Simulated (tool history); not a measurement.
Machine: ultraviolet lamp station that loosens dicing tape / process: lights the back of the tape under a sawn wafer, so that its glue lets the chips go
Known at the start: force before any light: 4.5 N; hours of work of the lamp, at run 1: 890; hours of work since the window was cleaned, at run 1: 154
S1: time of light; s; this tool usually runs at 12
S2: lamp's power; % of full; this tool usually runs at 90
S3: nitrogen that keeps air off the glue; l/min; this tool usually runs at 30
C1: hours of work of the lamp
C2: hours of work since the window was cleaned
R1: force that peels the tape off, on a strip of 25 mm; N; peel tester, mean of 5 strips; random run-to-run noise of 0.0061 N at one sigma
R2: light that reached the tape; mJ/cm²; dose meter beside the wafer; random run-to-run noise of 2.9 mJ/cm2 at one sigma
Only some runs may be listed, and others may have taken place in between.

run 1 hour=0 | S1=12 S2=90 S3=30 | C1=890 C2=154 | R1=0.312 R2=317
run 2 hour=40.8 | S1=12 S2=90 S3=30 | C1=914 C2=178 | R1=0.326 R2=313
run 3 hour=88.6 | S1=12 S2=90 S3=38 | C1=942 C2=205 | R1=0.27 R2=301
-- hour=104.9 window cleaned of glue's vapour
run 4 hour=119.4 | S1=12 S2=90 S3=38 | C1=959 C2=8 | R1=0.215 R2=341
run 5 hour=159.9 | S1=12 S2=90 S3=38 | C1=982 C2=32 | R1=0.206 R2=341
run 6 hour=194.2 | S1=12 S2=90 S3=38 | C1=1002 C2=51 | R1=0.222 R2=334
run 7 hour=220.9 | S1=12 S2=90 S3=38 | C1=1018 C2=67 | R1=0.247 R2=325
run 8 hour=247.6 | S1=12 S2=90 S3=38 | C1=1033 C2=82 | R1=0.251 R2=326
run 9 hour=294.8 | S1=7 S2=90 S3=30 | C1=1060 C2=110 | R1=0.872 R2=188
run 10 hour=323.3 | S1=7 S2=90 S3=30 | C1=1077 C2=126 | R1=0.877 R2=180
run 11 hour=357 | S1=12 S2=90 S3=30 | C1=1096 C2=145 | R1=0.323 R2=307
run 12 hour=394.6 | S1=12 S2=90 S3=30 | C1=1118 C2=167 | R1=0.367 R2=301
run 13 hour=418.5 | S1=12 S2=90 S3=30 | C1=1132 C2=181 | R1=0.366 R2=298
run 14 hour=447.3 | S1=12 S2=90 S3=30 | C1=1148 C2=197 | R1=0.349 R2=295
-- hour=476.9 window cleaned of glue's vapour
run 15 hour=487.1 | S1=12 S2=90 S3=30 | C1=1171 C2=6 | R1=0.286 R2=334
run 16 hour=514.8 | S1=12 S2=90 S3=30 | C1=1187 C2=22 | R1=0.28 R2=325
run 17 hour=534.6 | S1=12 S2=90 S3=30 | C1=1198 C2=33 | R1=0.297 R2=327
run 18 hour=572.6 | S1=12 S2=90 S3=11 | C1=1220 C2=55 | R1=0.665 R2=320
run 19 hour=606 | S1=12 S2=90 S3=11 | C1=1239 C2=74 | R1=0.734 R2=314
run 20 hour=637.9 | S1=12 S2=90 S3=11 | C1=1258 C2=93 | R1=0.749 R2=308
run 21 hour=663.9 | S1=12 S2=90 S3=30 | C1=1273 C2=108 | R1=0.326 R2=302
run 22 hour=700.5 | S1=12 S2=90 S3=30 | C1=1294 C2=129 | R1=0.379 R2=298
run 23 hour=737.5 | S1=12 S2=90 S3=30 | C1=1315 C2=150 | R1=0.36 R2=291
run 24 hour=766.3 | S1=20 S2=84 S3=14 | C1=1332 C2=167 | R1=0.289 R2=453
run 25 hour=785.8 | S1=12 S2=70 S3=17 | C1=1343 C2=178 | R1=0.932 R2=222
run 26 hour=823.9 | S1=7 S2=70 S3=17 | C1=1365 C2=200 | R1=1.805 R2=123
-- hour=849.5 window cleaned of glue's vapour
run 27 hour=863 | S1=7 S2=70 S3=17 | C1=1387 C2=8 | R1=1.597 R2=141
run 28 hour=892.4 | S1=9 S2=78 S3=30 | C1=1404 C2=25 | R1=0.746 R2=201
run 29 hour=917 | S1=9 S2=78 S3=30 | C1=1419 C2=39 | R1=0.767 R2=199
run 30 hour=953.9 | S1=12 S2=90 S3=22 | C1=1440 C2=60 | R1=0.449 R2=302
run 31 hour=981.7 | S1=9 S2=92 S3=17 | C1=1456 C2=76 | R1=0.845 R2=230
run 32 hour=1007.3 | S1=8 S2=94 S3=17 | C1=1471 C2=91 | R1=1.066 R2=205
-- hour=1021.5 lamp changed
run 33 hour=1030.5 | S1=8 S2=94 S3=17 | C1=5 C2=104 | R1=0.657 R2=268
run 34 hour=1067.5 | S1=8 S2=94 S3=17 | C1=27 C2=125 | R1=0.725 R2=263
run 35 hour=1091.5 | S1=14 S2=82 S3=34 | C1=40 C2=139 | R1=0.179 R2=397
run 36 hour=1113.7 | S1=14 S2=82 S3=34 | C1=53 C2=152 | R1=0.173 R2=396
run 37 hour=1155.5 | S1=14 S2=82 S3=34 | C1=77 C2=176 | R1=0.176 R2=387
run 38 hour=1201.1 | S1=14 S2=82 S3=34 | C1=104 C2=202 | R1=0.184 R2=381
-- hour=1220.9 window cleaned of glue's vapour
run 39 hour=1224.4 | S1=14 S2=82 S3=34 | C1=117 C2=2 | R1=0.156 R2=429
run 40 hour=1266.9 | S1=7 S2=82 S3=30 | C1=141 C2=26 | R1=0.69 R2=213
run 41 hour=1297.6 | S1=7 S2=82 S3=30 | C1=159 C2=44 | R1=0.695 R2=214
run 42 hour=1330.4 | S1=11 S2=90 S3=31 | C1=178 C2=63 | R1=0.226 R2=362
run 43 hour=1360.4 | S1=11 S2=90 S3=31 | C1=195 C2=80 | R1=0.254 R2=353
run 44 hour=1383.1 | S1=11 S2=90 S3=31 | C1=208 C2=94 | R1=0.253 R2=343

Alternative continuations, all from the tool just after run 44; predict every row:
run A hour=1420.9 | S1=11 S2=90 S3=13 | C1=230 C2=115 | R1=? R2=?
run B hour=1420.9 | S1=12 S2=76 S3=30 | C1=230 C2=115 | R1=? R2=?
run C hour=1420.9 | S1=19 S2=71 S3=26 | C1=230 C2=115 | R1=? R2=?

run=A R1=0.543 R2=350
run=B R1=0.328 R2=316
run=C R1=0.143 R2=461
Without the tool's hidden state the same runs would have given:
run=A R1=0.433 R2=392
run=B R1=0.254 R2=354
run=C R1=0.115 R2=518
